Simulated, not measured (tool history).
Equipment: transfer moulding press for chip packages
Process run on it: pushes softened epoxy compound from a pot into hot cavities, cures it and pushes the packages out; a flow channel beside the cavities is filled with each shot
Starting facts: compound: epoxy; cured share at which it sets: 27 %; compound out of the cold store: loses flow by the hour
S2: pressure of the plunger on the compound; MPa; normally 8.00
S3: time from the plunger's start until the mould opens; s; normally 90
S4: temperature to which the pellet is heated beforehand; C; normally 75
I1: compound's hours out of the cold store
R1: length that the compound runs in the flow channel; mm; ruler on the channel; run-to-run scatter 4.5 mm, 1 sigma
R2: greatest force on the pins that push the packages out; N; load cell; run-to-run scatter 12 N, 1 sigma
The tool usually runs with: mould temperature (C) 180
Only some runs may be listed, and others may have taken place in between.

Run 1, day 0.000: usual settings; I1 33.2. Result: R1 843 mm, R2 563 N.
Run 2, day 0.292: usual settings; I1 35.4. Result: R1 831 mm, R2 545 N.
Run 3, day 0.571: usual settings; I1 25.0. Result: R1 888 mm, R2 563 N.
Run 4, day 0.767: usual settings; I1 26.0. Result: R1 871 mm, R2 577 N.
Run 5, day 0.946: usual settings; I1 15.9. Result: R1 935 mm, R2 594 N.
Run 6, day 1.188: usual settings; I1 17.5. Result: R1 919 mm, R2 588 N.
Run 7, day 1.483: usual settings; I1 12.8. Result: R1 942 mm, R2 603 N.
Run 8, day 1.871: usual settings; I1 14.9. Result: R1 935 mm, R2 588 N.
At day 1.967: cavities cleaned with cleaning compound and waxed.
At day 2.150: plunger's sealing rings changed.
Run 9, day 2.283: usual settings; I1 24.8. Result: R1 881 mm, R2 556 N.
Run 10, day 2.629: usual settings but S4 81 C; I1 17.7. Result: R1 919 mm, R2 591 N.
Run 11, day 2.962: usual settings but S4 81 C; I1 12.1. Result: R1 957 mm, R2 588 N.
Run 12, day 3.271: usual settings but S3 110 s, S4 81 C; I1 23.9. Result: R1 890 mm, R2 450 N.
Run 13, day 3.554: usual settings but S2 8.61 MPa; I1 38.7. Result: R1 847 mm, R2 544 N.
Run 14, day 3.946: usual settings but S2 8.61 MPa; I1 28.5. Result: R1 900 mm, R2 580 N.
Run 15, day 4.121: usual settings but S2 8.61 MPa; I1 16.9. Result: R1 963 mm, R2 586 N.
Run 16, day 4.358: usual settings but S3 120 s, S4 71 C; I1 19.5. Result: R1 912 mm, R2 445 N.
At day 4.642: cavities cleaned with cleaning compound and waxed.
Run 17, day 4.679: usual settings but mould temperature (C) 186, S3 120 s, S4 71 C; I1 39.6. Result: R1 811 mm, R2 445 N.
Run 18, day 4.942: usual settings but mould temperature (C) 186, S3 120 s, S4 71 C; I1 23.6. Result: R1 893 mm, R2 435 N.
Run 19, day 5.208: usual settings but S3 101 s, S4 77 C; I1 16.8. Result: R1 932 mm, R2 508 N.
Run 20, day 5.546: usual settings but mould temperature (C) 186, S2 9.14 MPa, S3 119 s, S4 82 C; I1 8.3. Result: R1 1032 mm, R2 439 N.
Run 21, day 5.875: usual settings but mould temperature (C) 186, S2 9.14 MPa, S3 119 s, S4 82 C; I1 26.0. Result: R1 930 mm, R2 433 N.
Run 22, day 6.054: usual settings but mould temperature (C) 181, S2 9.29 MPa, S3 85 s, S4 77 C; I1 23.6. Result: R1 947 mm, R2 569 N.
Run 23, day 6.350: usual settings but mould temperature (C) 181, S2 9.29 MPa, S3 85 s, S4 77 C; I1 34.8. Result: R1 896 mm, R2 584 N.
Run 24, day 6.688: usual settings but S2 7.76 MPa, S3 98 s; I1 30.8. Result: R1 838 mm, R2 510 N.
Run 25, day 6.917: usual settings but S2 7.76 MPa, S3 98 s; I1 11.9. Result: R1 943 mm, R2 516 N.
At day 7.217: cavities cleaned with cleaning compound and waxed.
Run 26, day 7.300: usual settings but S2 8.24 MPa, S3 94 s; I1 17.3. Result: R1 938 mm, R2 551 N.
Run 27, day 7.675: usual settings but mould temperature (C) 186, S2 8.24 MPa, S3 94 s, S4 77 C; I1 14.1. Result: R1 949 mm, R2 456 N.
Run 28, day 7.958: usual settings but mould temperature (C) 182, S3 94 s; I1 33.7. Result: R1 837 mm, R2 499 N.

Below are 5 alternative next runs, each starting from the tool's condition after run 28. Predict each:
Run A, day 8.333: usual settings but S2 8.82 MPa, S4 82 C; I1 45.5. Result: R1 ?, R2 ?.
Run B, day 8.333: usual settings but mould temperature (C) 182, S2 6.84 MPa, S3 95 s, S4 66 C; I1 11.6. Result: R1 ?, R2 ?.
Run C, day 8.333: usual settings but mould temperature (C) 184, S2 6.67 MPa, S3 87 s; I1 29.4. Result: R1 ?, R2 ?.
Run D, day 8.333: usual settings but mould temperature (C) 185, S3 94 s, S4 72 C; I1 9.7. Result: R1 ?, R2 ?.
Run E, day 8.333: usual settings but mould temperature (C) 182, S2 7.31 MPa, S3 122 s; I1 44.7. Result: R1 ?, R2 ?.

run   R1   R2
  A  821  528
  B  878  510
  C  780  508
  D  954  467
  E  754  450
What these runs would have given with no unlogged condition in the tool:
run   R1   R2
  A  822  524
  B  879  506
  C  780  505
  D  955  464
  E  754  447
